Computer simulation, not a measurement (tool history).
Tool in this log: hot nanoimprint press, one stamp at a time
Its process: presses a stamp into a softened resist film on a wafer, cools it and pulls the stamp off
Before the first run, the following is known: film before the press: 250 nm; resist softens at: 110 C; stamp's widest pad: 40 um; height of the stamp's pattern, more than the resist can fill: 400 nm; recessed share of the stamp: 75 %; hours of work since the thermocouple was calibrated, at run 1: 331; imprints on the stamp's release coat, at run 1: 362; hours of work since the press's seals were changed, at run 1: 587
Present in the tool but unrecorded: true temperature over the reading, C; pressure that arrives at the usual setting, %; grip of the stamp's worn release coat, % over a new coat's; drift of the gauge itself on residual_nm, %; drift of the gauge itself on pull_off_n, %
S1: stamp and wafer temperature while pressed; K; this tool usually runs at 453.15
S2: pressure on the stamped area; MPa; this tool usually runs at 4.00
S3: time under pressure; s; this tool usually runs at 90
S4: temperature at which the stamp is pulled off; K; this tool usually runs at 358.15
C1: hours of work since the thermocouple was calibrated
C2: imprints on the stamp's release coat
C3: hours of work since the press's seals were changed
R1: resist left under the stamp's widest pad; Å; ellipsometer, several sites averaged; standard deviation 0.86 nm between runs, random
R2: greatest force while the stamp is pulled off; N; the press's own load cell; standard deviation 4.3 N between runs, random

| run | hour | S1 | S2 | S3 | S4 | C1 | C2 | C3 | R1 | R2 |
|---|---|---|---|---|---|---|---|---|---|---|
| 1 | 0.0 | 453.15 | 4.00 | 90 | 358.15 | 331 | 362 | 587 | 1264 | 236 |
|  | 43.9 | press's hydraulic seals changed and the load cell set to zero |
| 2 | 43.9 | 453.15 | 4.00 | 90 | 358.15 | 348 | 430 | 0 | 1236 | 234 |
| 3 | 96.6 | 453.15 | 4.00 | 90 | 358.15 | 372 | 530 | 24 | 1209 | 243 |
| 4 | 149.8 | 453.15 | 4.00 | 90 | 358.15 | 397 | 631 | 49 | 1231 | 262 |
| 5 | 190.1 | 453.15 | 4.00 | 90 | 349.15 | 416 | 707 | 68 | 1240 | 321 |
|  | 212.1 | plate thermocouple calibrated |
| 6 | 241.9 | 453.15 | 4.00 | 90 | 349.15 | 14 | 799 | 90 | 1274 | 316 |
| 7 | 272.9 | 453.15 | 4.00 | 90 | 349.15 | 28 | 858 | 105 | 1286 | 341 |
| 8 | 321.2 | 453.15 | 4.00 | 156 | 349.15 | 51 | 949 | 127 | 1054 | 342 |
| 9 | 370.4 | 453.15 | 4.00 | 90 | 356.15 | 73 | 1042 | 150 | 1269 | 292 |
| 10 | 423.7 | 453.15 | 4.00 | 90 | 357.15 | 98 | 1143 | 175 | 1285 | 299 |
|  | 436.4 | plate thermocouple calibrated, once more |
| 11 | 487.9 | 453.15 | 4.00 | 90 | 357.15 | 24 | 1259 | 203 | 1171 | 280 |
| 12 | 544.0 | 453.15 | 4.00 | 90 | 357.15 | 50 | 1365 | 229 | 1169 | 294 |
|  | 578.0 | stamp cleaned and given a new release coat |
| 13 | 603.3 | 453.15 | 4.00 | 90 | 357.15 | 75 | 48 | 254 | 1174 | 219 |
| 14 | 663.6 | 453.15 | 4.00 | 90 | 357.15 | 102 | 162 | 282 | 1195 | 225 |
| 15 | 720.8 | 449.15 | 3.92 | 90 | 358.15 | 129 | 270 | 308 | 1421 | 224 |
| 16 | 782.5 | 449.15 | 3.92 | 90 | 358.15 | 158 | 387 | 337 | 1422 | 240 |
| 17 | 809.7 | 465.15 | 2.98 | 90 | 358.15 | 170 | 438 | 349 | 892 | 232 |
| 18 | 869.1 | 465.15 | 6.27 | 59 | 358.15 | 198 | 551 | 377 | 658 | 252 |
| 19 | 924.4 | 453.15 | 4.00 | 59 | 354.15 | 223 | 655 | 402 | 1387 | 268 |
| 20 | 984.2 | 453.15 | 4.00 | 90 | 358.15 | 251 | 768 | 430 | 1212 | 252 |
| 21 | 1025.4 | 453.15 | 4.45 | 159 | 358.15 | 270 | 847 | 449 | 966 | 265 |
| 22 | 1060.8 | 459.15 | 2.83 | 90 | 348.15 | 287 | 913 | 466 | 1172 | 338 |
| 23 | 1098.2 | 444.15 | 2.83 | 79 | 348.15 | 304 | 984 | 483 | 1971 | 349 |
| 24 | 1143.2 | 452.15 | 4.00 | 48 | 358.15 | 325 | 1069 | 504 | 1543 | 274 |
| 25 | 1176.5 | 452.15 | 4.00 | 48 | 358.15 | 340 | 1132 | 519 | 1538 | 280 |
| 26 | 1233.6 | 452.15 | 4.33 | 82 | 358.15 | 367 | 1240 | 546 | 1292 | 293 |
| 27 | 1260.0 | 453.15 | 4.00 | 72 | 359.15 | 379 | 1290 | 558 | 1321 | 283 |

3 options for the next run, each taken on its own from the tool as it stands now. Forecast them:
| A | 1314.3 | 453.15 | 5.26 | 110 | 353.15 | 404 | 1393 | 583 | ? | ? |
| B | 1314.3 | 453.15 | 3.27 | 72 | 359.15 | 404 | 1393 | 583 | ? | ? |
| C | 1314.3 | 463.15 | 4.48 | 90 | 347.15 | 404 | 1393 | 583 | ? | ? |

| run | R1 | R2 |
|---|---|---|
| A | 1011 | 324 |
| B | 1484 | 286 |
| C | 782 | 375 |
What these runs would have given with no unlogged condition in the tool:
| run | R1 | R2 |
|---|---|---|
| A | 927 | 227 |
| B | 1393 | 200 |
| C | 724 | 264 |

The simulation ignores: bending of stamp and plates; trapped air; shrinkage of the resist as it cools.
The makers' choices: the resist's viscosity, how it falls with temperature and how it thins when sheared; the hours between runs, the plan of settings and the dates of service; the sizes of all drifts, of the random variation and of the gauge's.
